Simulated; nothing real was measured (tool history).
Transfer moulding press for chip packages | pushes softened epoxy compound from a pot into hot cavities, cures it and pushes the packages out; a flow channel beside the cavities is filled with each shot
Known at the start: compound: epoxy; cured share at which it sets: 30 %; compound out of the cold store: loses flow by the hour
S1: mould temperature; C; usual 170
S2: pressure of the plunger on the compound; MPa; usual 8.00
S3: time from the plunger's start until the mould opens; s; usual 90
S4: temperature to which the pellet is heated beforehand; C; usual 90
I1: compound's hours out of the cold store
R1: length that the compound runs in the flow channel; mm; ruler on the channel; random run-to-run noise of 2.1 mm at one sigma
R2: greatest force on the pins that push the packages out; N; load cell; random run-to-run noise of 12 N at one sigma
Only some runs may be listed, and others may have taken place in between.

run	day	S1	S2	S3	S4	I1	R1	R2
1	0.000	170	8.00	90	90	19.9	809	743
# day 0.233: plunger's sealing rings changed
2	0.650	170	8.00	90	90	29.3	804	797
3	1.058	170	8.00	90	90	46.8	754	794
4	1.388	170	8.00	117	90	39.9	775	679
# day 1.521: mould's thermocouples calibrated
5	1.829	170	7.97	117	90	21.7	819	648
# day 1.967: cavities cleaned with cleaning compound and waxed
6	2.400	164	7.97	117	90	21.7	843	608
7	2.929	164	7.97	117	90	14.3	863	682
# day 3.062: mould's thermocouples calibrated, once more
8	3.471	170	8.00	88	88	36.8	778	822
9	3.771	170	8.00	90	96	31.4	788	777
10	4.138	170	8.00	84	84	46.5	752	936
11	4.454	170	8.00	74	90	31.7	791	1326
12	4.833	166	8.70	120	92	47.8	794	697
# day 5.367: cavities cleaned with cleaning compound and waxed
13	5.375	167	7.14	93	97	23.4	770	667
14	5.675	178	8.00	109	90	16.2	797	493

Alternative continuations, all from the tool just after run 14; predict every row:
A	6.054	170	9.46	83	90	42.7	?	?
B	6.054	170	7.74	103	98	31.9	?	?
C	6.054	170	9.75	90	90	35.5	?	?
D	6.054	176	8.00	109	90	44.5	?	?
E	6.054	170	8.00	81	95	22.2	?	?

run	R1	R2
A	819	824
B	768	588
C	854	685
D	728	536
E	809	851
What these runs would have given with no unlogged condition in the tool:
run	R1	R2
A	841	687
B	789	491
C	876	570
D	747	446
E	831	709
